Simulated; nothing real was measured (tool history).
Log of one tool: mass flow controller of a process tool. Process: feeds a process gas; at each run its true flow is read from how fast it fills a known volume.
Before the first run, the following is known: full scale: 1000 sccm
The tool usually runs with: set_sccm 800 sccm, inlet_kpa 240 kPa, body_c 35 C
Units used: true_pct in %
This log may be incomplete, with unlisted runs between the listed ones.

run 1 hour=0.0 | set_sccm=800 inlet_kpa=240 body_c=35 | true_pct=100.24
run 2 hour=100.8 | set_sccm=800 inlet_kpa=240 body_c=35 | true_pct=100.18
run 3 hour=150.5 | set_sccm=800 inlet_kpa=240 body_c=35 | true_pct=100.22
run 4 hour=247.7 | set_sccm=800 inlet_kpa=240 body_c=35 | true_pct=100.28
run 5 hour=304.7 | set_sccm=800 inlet_kpa=240 body_c=21 | true_pct=99.10
run 6 hour=375.0 | set_sccm=800 inlet_kpa=240 body_c=21 | true_pct=99.10
run 7 hour=441.5 | set_sccm=800 inlet_kpa=161 body_c=35 | true_pct=100.38
run 8 hour=503.3 | set_sccm=800 inlet_kpa=161 body_c=35 | true_pct=100.43
run 9 hour=593.0 | set_sccm=305 inlet_kpa=161 body_c=35 | true_pct=98.32
run 10 hour=693.3 | set_sccm=305 inlet_kpa=161 body_c=35 | true_pct=98.39
run 11 hour=767.0 | set_sccm=800 inlet_kpa=240 body_c=35 | true_pct=100.39
run 12 hour=839.8 | set_sccm=800 inlet_kpa=240 body_c=35 | true_pct=100.28
run 13 hour=903.0 | set_sccm=800 inlet_kpa=240 body_c=35 | true_pct=100.22
run 14 hour=948.7 | set_sccm=800 inlet_kpa=240 body_c=35 | true_pct=100.32
run 15 hour=1041.5 | set_sccm=800 inlet_kpa=240 body_c=35 | true_pct=100.33
-- hour=1046.5 controller's zero set anew
run 16 hour=1128.3 | set_sccm=877 inlet_kpa=240 body_c=35 | true_pct=100.53
run 17 hour=1193.9 | set_sccm=103 inlet_kpa=240 body_c=35 | true_pct=94.56
run 18 hour=1249.9 | set_sccm=800 inlet_kpa=240 body_c=34 | true_pct=100.03
-- hour=1292.6 controller's zero set anew, once more
run 19 hour=1311.9 | set_sccm=309 inlet_kpa=240 body_c=29 | true_pct=98.35
run 20 hour=1406.0 | set_sccm=502 inlet_kpa=240 body_c=26 | true_pct=98.71
run 21 hour=1485.0 | set_sccm=339 inlet_kpa=234 body_c=31 | true_pct=98.65
run 22 hour=1557.0 | set_sccm=131 inlet_kpa=271 body_c=27 | true_pct=97.29
run 23 hour=1648.3 | set_sccm=131 inlet_kpa=271 body_c=27 | true_pct=97.38

Run 24 has not been measured yet. What should we expect?
run 24 hour=1715.0 | set_sccm=131 inlet_kpa=271 body_c=27 | true_pct=?

true_pct: 97.18 %
On a tool with no hidden condition, and with the same random variation, this run would have come out at true_pct 97.10 %.
